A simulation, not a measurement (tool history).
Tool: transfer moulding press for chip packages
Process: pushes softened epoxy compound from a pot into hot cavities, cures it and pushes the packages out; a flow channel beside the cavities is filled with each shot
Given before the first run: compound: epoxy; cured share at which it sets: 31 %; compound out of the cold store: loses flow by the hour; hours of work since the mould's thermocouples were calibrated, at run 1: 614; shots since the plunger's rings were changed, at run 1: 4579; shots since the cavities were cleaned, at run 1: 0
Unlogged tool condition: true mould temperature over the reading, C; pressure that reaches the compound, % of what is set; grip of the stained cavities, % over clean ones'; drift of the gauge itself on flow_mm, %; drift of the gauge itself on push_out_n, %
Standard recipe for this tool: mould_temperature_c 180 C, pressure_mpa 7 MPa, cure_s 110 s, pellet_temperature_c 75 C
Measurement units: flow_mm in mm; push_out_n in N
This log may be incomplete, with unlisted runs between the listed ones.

run,hour,mould_temperature_c,pressure_mpa,cure_s,pellet_temperature_c,hours of work since the mould's thermocouples were calibrated,shots since the plunger's rings were changed,shots since the cavities were cleaned,incoming compound's hours out of the cold store,flow_mm,push_out_n
1,0,180,7,110,75,614,4579,0,13.1,831,393
# hour 13.2: plunger's sealing rings changed
2,20.6,180,7,110,73,627,92,224,14.8,865,494
3,41.3,180,7,110,75,642,346,478,13.8,866,575
4,54.7,180,7,110,84,652,513,645,45.7,776,574
# hour 64.2: cavities cleaned with cleaning compound and waxed
5,75.1,180,7,110,75,666,746,135,40.4,789,452
6,90,180,7,110,75,677,930,319,21.9,839,530
7,112.2,180,7,93,75,693,1203,592,20.8,839,780
# hour 124.8: cavities cleaned with cleaning compound and waxed
8,124.8,180,7,93,75,701,1341,0,15.2,854,526
9,140,180,6.49,110,75,712,1529,188,15.2,821,481
10,156.7,180,7,110,75,724,1735,394,12.6,860,561
11,176.4,180,7,110,75,738,1979,638,18.3,841,591
# hour 186.3: cavities cleaned with cleaning compound and waxed
12,195.1,180,7,110,75,751,2190,108,37,788,438
13,205.8,180,7,110,75,758,2323,241,38.1,785,481
# hour 219.9: mould's thermocouples calibrated
14,228.9,180,7,110,75,7,2583,501,23.4,813,538
15,247.1,180,7,110,75,20,2808,726,19.8,823,546
# hour 249.9: cavities cleaned with cleaning compound and waxed
16,265.1,181,7,106,70,32,3012,188,10.4,848,451
17,285.1,181,7.87,110,83,46,3259,435,41.1,804,516
18,300.7,181,7.87,110,83,58,3451,627,11.1,888,561
# hour 311.5: cavities cleaned with cleaning compound and waxed
19,321.7,177,5.58,110,83,72,3692,126,8.7,768,483
20,341,185,6.35,103,65,86,3931,365,28.7,738,476
21,356.1,185,6.35,128,85,97,4117,551,8.6,786,497
# hour 372.4: cavities cleaned with cleaning compound and waxed
22,376.9,179,7,110,83,111,4355,56,41.3,758,391
23,396.6,179,7,110,83,125,4598,299,27.1,794,503
# hour 408.6: plunger's sealing rings changed
24,409.5,176,8.36,121,84,133,12,429,9.5,977,574
25,420.8,179,8.36,97,84,141,150,567,23.5,918,667

Selected run-to-run steps in flow_mm, each split into two signed amounts: the part the tool would show with no hidden state at all (from settings, incoming material and random variation), and the remainder, which goes to the hidden state together with any gauge scatter not common to the measured and the hidden-state-free results:
Run 1 -> 2: pellet_temperature_c 75 -> 73, plunger's sealing rings changed. flow_mm +34 mm: hidden state +39, all else -5.
Run 18 -> 19: mould_temperature_c 181 -> 177, pressure_mpa 7.87 -> 5.58, cavities cleaned with cleaning compound and waxed. flow_mm -120 mm: hidden state +3, all else -123.
Run 23 -> 24: mould_temperature_c 179 -> 176, pressure_mpa 7 -> 8.36, cure_s 110 -> 121, pellet_temperature_c 83 -> 84, plunger's sealing rings changed. flow_mm +183 mm: hidden state +36, all else +147.
